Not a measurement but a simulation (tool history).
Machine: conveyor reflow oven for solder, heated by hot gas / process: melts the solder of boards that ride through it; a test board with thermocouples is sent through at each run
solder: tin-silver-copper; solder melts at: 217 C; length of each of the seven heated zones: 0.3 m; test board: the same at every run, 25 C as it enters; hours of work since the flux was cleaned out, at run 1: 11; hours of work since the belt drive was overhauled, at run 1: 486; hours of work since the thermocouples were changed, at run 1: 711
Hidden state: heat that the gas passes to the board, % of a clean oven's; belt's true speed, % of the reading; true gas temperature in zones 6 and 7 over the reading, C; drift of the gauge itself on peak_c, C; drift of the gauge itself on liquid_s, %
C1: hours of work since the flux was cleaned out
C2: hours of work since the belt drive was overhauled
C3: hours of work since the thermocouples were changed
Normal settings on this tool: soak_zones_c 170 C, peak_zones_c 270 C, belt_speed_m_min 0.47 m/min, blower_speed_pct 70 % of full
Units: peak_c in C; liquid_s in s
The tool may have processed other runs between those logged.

{"run": 1, "hour": 0.0, "soak_zones_c": 170, "peak_zones_c": 270, "belt_speed_m_min": 0.47, "blower_speed_pct": 70, "C1": 11, "C2": 486, "C3": 711, "peak_c": 260.13, "liquid_s": 62.64}
{"run": 2, "hour": 55.1, "soak_zones_c": 170, "peak_zones_c": 270, "belt_speed_m_min": 0.47, "blower_speed_pct": 70, "C1": 36, "C2": 511, "C3": 737, "peak_c": 260.24, "liquid_s": 62.69}
{"run": 3, "hour": 94.0, "soak_zones_c": 170, "peak_zones_c": 270, "belt_speed_m_min": 0.47, "blower_speed_pct": 70, "C1": 54, "C2": 529, "C3": 755, "peak_c": 260.03, "liquid_s": 62.65}
{"run": 4, "hour": 140.7, "soak_zones_c": 170, "peak_zones_c": 281, "belt_speed_m_min": 0.47, "blower_speed_pct": 70, "C1": 75, "C2": 551, "C3": 776, "peak_c": 270.39, "liquid_s": 67.5}
{"run": 5, "hour": 165.5, "soak_zones_c": 170, "peak_zones_c": 281, "belt_speed_m_min": 0.47, "blower_speed_pct": 70, "C1": 87, "C2": 562, "C3": 788, "peak_c": 270.33, "liquid_s": 67.57}
{"run": 6, "hour": 193.7, "soak_zones_c": 181, "peak_zones_c": 281, "belt_speed_m_min": 0.47, "blower_speed_pct": 70, "C1": 100, "C2": 575, "C3": 801, "peak_c": 271.36, "liquid_s": 71.39}
{"run": 7, "hour": 248.0, "soak_zones_c": 181, "peak_zones_c": 281, "belt_speed_m_min": 0.47, "blower_speed_pct": 70, "C1": 125, "C2": 600, "C3": 826, "peak_c": 271.37, "liquid_s": 71.27}
{"run": 8, "hour": 290.1, "soak_zones_c": 181, "peak_zones_c": 266, "belt_speed_m_min": 0.47, "blower_speed_pct": 70, "C1": 144, "C2": 620, "C3": 845, "peak_c": 257.46, "liquid_s": 65.1}
{"run": 9, "hour": 320.7, "soak_zones_c": 181, "peak_zones_c": 266, "belt_speed_m_min": 0.47, "blower_speed_pct": 70, "C1": 159, "C2": 634, "C3": 859, "peak_c": 257.5, "liquid_s": 65.14}
{"run": 10, "hour": 363.4, "soak_zones_c": 181, "peak_zones_c": 266, "belt_speed_m_min": 0.47, "blower_speed_pct": 70, "C1": 178, "C2": 653, "C3": 879, "peak_c": 257.59, "liquid_s": 65.08}
{"run": 11, "hour": 401.3, "soak_zones_c": 170, "peak_zones_c": 270, "belt_speed_m_min": 0.47, "blower_speed_pct": 70, "C1": 196, "C2": 671, "C3": 896, "peak_c": 259.78, "liquid_s": 62.44}
{"run": 12, "hour": 460.6, "soak_zones_c": 163, "peak_zones_c": 278, "belt_speed_m_min": 0.452, "blower_speed_pct": 56, "C1": 223, "C2": 698, "C3": 924, "peak_c": 263.74, "liquid_s": 64.82}
{"run": 13, "hour": 502.5, "soak_zones_c": 159, "peak_zones_c": 278, "belt_speed_m_min": 0.484, "blower_speed_pct": 60, "C1": 242, "C2": 718, "C3": 943, "peak_c": 262.29, "liquid_s": 58.07}
{"run": 14, "hour": 538.7, "soak_zones_c": 171, "peak_zones_c": 278, "belt_speed_m_min": 0.484, "blower_speed_pct": 76, "C1": 259, "C2": 734, "C3": 960, "peak_c": 267.62, "liquid_s": 64.98}
{"run": 15, "hour": 598.8, "soak_zones_c": 181, "peak_zones_c": 284, "belt_speed_m_min": 0.422, "blower_speed_pct": 70, "C1": 287, "C2": 762, "C3": 988, "peak_c": 276.64, "liquid_s": 81.95}
{"run": 16, "hour": 650.3, "soak_zones_c": 170, "peak_zones_c": 271, "belt_speed_m_min": 0.529, "blower_speed_pct": 70, "C1": 311, "C2": 786, "C3": 1011, "peak_c": 256.82, "liquid_s": 53.19}
{"run": 17, "hour": 690.5, "soak_zones_c": 170, "peak_zones_c": 273, "belt_speed_m_min": 0.415, "blower_speed_pct": 70, "C1": 329, "C2": 804, "C3": 1030, "peak_c": 265.47, "liquid_s": 74.9}
{"hour": 723.1, "done": "flux residue cleaned out of gas plates and filters"}
{"run": 18, "hour": 739.3, "soak_zones_c": 178, "peak_zones_c": 273, "belt_speed_m_min": 0.438, "blower_speed_pct": 70, "C1": 7, "C2": 824, "C3": 1050, "peak_c": 266.19, "liquid_s": 73.49}
{"run": 19, "hour": 768.3, "soak_zones_c": 169, "peak_zones_c": 262, "belt_speed_m_min": 0.39, "blower_speed_pct": 70, "C1": 21, "C2": 838, "C3": 1063, "peak_c": 257.34, "liquid_s": 75.61}
{"run": 20, "hour": 802.9, "soak_zones_c": 157, "peak_zones_c": 270, "belt_speed_m_min": 0.47, "blower_speed_pct": 70, "C1": 37, "C2": 854, "C3": 1079, "peak_c": 259.43, "liquid_s": 58.7}
{"run": 21, "hour": 837.3, "soak_zones_c": 170, "peak_zones_c": 270, "belt_speed_m_min": 0.541, "blower_speed_pct": 85, "C1": 53, "C2": 870, "C3": 1095, "peak_c": 260.01, "liquid_s": 54.16}
{"hour": 868.8, "done": "thermocouples of zones 6 and 7 changed"}
{"run": 22, "hour": 889.9, "soak_zones_c": 170, "peak_zones_c": 270, "belt_speed_m_min": 0.541, "blower_speed_pct": 85, "C1": 76, "C2": 893, "C3": 10, "peak_c": 258.14, "liquid_s": 53.68}

5 options for the next run, each taken on its own from the tool as it stands now. Forecast them:
{"run": "A", "hour": 941.9, "soak_zones_c": 176, "peak_zones_c": 270, "belt_speed_m_min": 0.546, "blower_speed_pct": 70, "C1": 100, "C2": 917, "C3": 34, "peak_c": "?", "liquid_s": "?"}
{"run": "B", "hour": 941.9, "soak_zones_c": 160, "peak_zones_c": 270, "belt_speed_m_min": 0.558, "blower_speed_pct": 77, "C1": 100, "C2": 917, "C3": 34, "peak_c": "?", "liquid_s": "?"}
{"run": "C", "hour": 941.9, "soak_zones_c": 171, "peak_zones_c": 262, "belt_speed_m_min": 0.47, "blower_speed_pct": 64, "C1": 100, "C2": 917, "C3": 34, "peak_c": "?", "liquid_s": "?"}
{"run": "D", "hour": 941.9, "soak_zones_c": 173, "peak_zones_c": 275, "belt_speed_m_min": 0.541, "blower_speed_pct": 59, "C1": 100, "C2": 917, "C3": 34, "peak_c": "?", "liquid_s": "?"}
{"run": "E", "hour": 941.9, "soak_zones_c": 170, "peak_zones_c": 263, "belt_speed_m_min": 0.521, "blower_speed_pct": 84, "C1": 100, "C2": 917, "C3": 34, "peak_c": "?", "liquid_s": "?"}

run=A peak_c=255.73 liquid_s=52.96
run=B peak_c=254.29 liquid_s=46.71
run=C peak_c=250.62 liquid_s=57.25
run=D peak_c=257.15 liquid_s=52.41
run=E peak_c=252.71 liquid_s=52.7
Without the tool's hidden state the same runs would have given:
run=A peak_c=255.88 liquid_s=52.56
run=B peak_c=254.54 liquid_s=46.46
run=C peak_c=250.7 liquid_s=56.8
run=D peak_c=257.25 liquid_s=51.96
run=E peak_c=252.9 liquid_s=52.38

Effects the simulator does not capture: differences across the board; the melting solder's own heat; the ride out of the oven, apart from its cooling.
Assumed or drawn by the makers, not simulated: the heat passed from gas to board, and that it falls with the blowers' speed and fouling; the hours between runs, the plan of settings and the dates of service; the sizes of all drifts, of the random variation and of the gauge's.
